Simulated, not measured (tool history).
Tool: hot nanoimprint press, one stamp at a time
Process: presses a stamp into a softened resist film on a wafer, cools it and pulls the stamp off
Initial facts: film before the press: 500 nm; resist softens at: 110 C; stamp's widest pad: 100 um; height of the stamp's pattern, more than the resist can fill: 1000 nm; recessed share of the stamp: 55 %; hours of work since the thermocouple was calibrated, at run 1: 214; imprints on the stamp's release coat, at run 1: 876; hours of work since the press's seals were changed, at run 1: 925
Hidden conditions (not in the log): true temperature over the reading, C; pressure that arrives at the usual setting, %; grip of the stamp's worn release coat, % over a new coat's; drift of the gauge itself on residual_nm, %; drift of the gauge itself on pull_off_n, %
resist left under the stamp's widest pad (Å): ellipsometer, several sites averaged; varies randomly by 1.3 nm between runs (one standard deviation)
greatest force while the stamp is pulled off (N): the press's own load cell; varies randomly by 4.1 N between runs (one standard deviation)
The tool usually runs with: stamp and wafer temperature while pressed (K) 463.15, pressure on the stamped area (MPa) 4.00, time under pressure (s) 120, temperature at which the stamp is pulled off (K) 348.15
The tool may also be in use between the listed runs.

run	hour	stamp and wafer temperature while pressed (K)	pressure on the stamped area (MPa)	time under pressure (s)	temperature at which the stamp is pulled off (K)	hours of work since the thermocouple was calibrated	imprints on the stamp's release coat	hours of work since the press's seals were changed	resist left under the stamp's widest pad (Å)	greatest force while the stamp is pulled off (N)
1	0.0	463.15	4.00	120	348.15	214	876	925	2157	293
2	23.1	463.15	4.00	186	348.15	228	953	939	1790	296
3	71.1	469.15	4.00	120	348.15	257	1111	968	1575	331
4	104.4	473.15	4.00	120	348.15	278	1222	989	1312	339
# hour 128.6: press's hydraulic seals changed and the load cell set to zero
5	156.8	473.15	4.00	120	348.15	305	1368	17	1293	362
6	176.4	473.15	4.00	120	348.15	317	1433	29	1283	355
7	207.1	472.15	4.00	120	348.15	336	1535	48	1344	381
8	248.2	463.15	6.11	120	348.15	361	1671	74	1761	405
# hour 271.2: stamp cleaned and given a new release coat
9	300.3	463.15	6.11	120	348.15	390	96	102	1787	208
10	339.3	463.15	6.11	120	348.15	414	225	126	1780	232
# hour 366.5: plate thermocouple calibrated
11	368.8	463.15	4.00	120	348.15	1	312	142	2029	234
12	392.1	463.15	4.00	120	348.15	16	389	157	2040	238
13	433.3	468.15	4.00	120	348.15	41	526	182	1589	259
14	453.7	468.15	4.00	128	348.15	54	593	194	1558	259
15	477.6	463.15	4.00	62	348.15	68	672	209	2641	283
16	506.8	463.15	4.00	62	348.15	86	769	227	2667	277
17	552.8	452.15	4.00	206	348.15	115	921	255	2946	294
18	583.7	458.15	4.00	206	339.15	134	1023	274	2168	330
19	612.1	463.15	4.00	110	338.15	151	1117	292	2179	345
20	657.2	463.15	2.58	211	340.15	179	1266	320	2020	362
21	677.7	458.15	2.72	211	353.15	191	1334	332	2561	344
22	699.4	473.15	4.00	86	348.15	205	1406	346	1489	361
23	719.1	473.15	4.00	86	348.15	217	1471	358	1505	367
24	740.7	473.15	4.00	86	348.15	230	1542	371	1476	365
25	764.4	454.15	4.00	64	348.15	245	1620	385	3788	377
26	788.7	463.15	6.09	105	333.15	260	1701	400	1866	439
# hour 802.3: stamp cleaned and given a new release coat
27	840.3	463.15	5.84	174	348.15	288	125	428	1549	216
28	863.2	463.15	5.84	174	348.15	302	201	443	1556	229
29	907.1	463.15	5.84	174	348.15	329	347	470	1577	237

4 options for the next run, each taken on its own from the tool as it stands now. Forecast them:
A	926.9	465.15	2.79	120	334.15	341	412	482	?	?
B	926.9	464.15	5.23	211	348.15	341	412	482	?	?
C	926.9	454.15	5.84	174	348.15	341	412	482	?	?
D	926.9	467.15	4.83	120	333.15	341	412	482	?	?

run	resist left under the stamp's widest pad (Å)	greatest force while the stamp is pulled off (N)
A	2330	285
B	1467	239
C	2555	248
D	1631	279
With no hidden state in the tool, these same runs would have given:
run	resist left under the stamp's widest pad (Å)	greatest force while the stamp is pulled off (N)
A	2151	234
B	1329	196
C	2323	203
D	1487	229
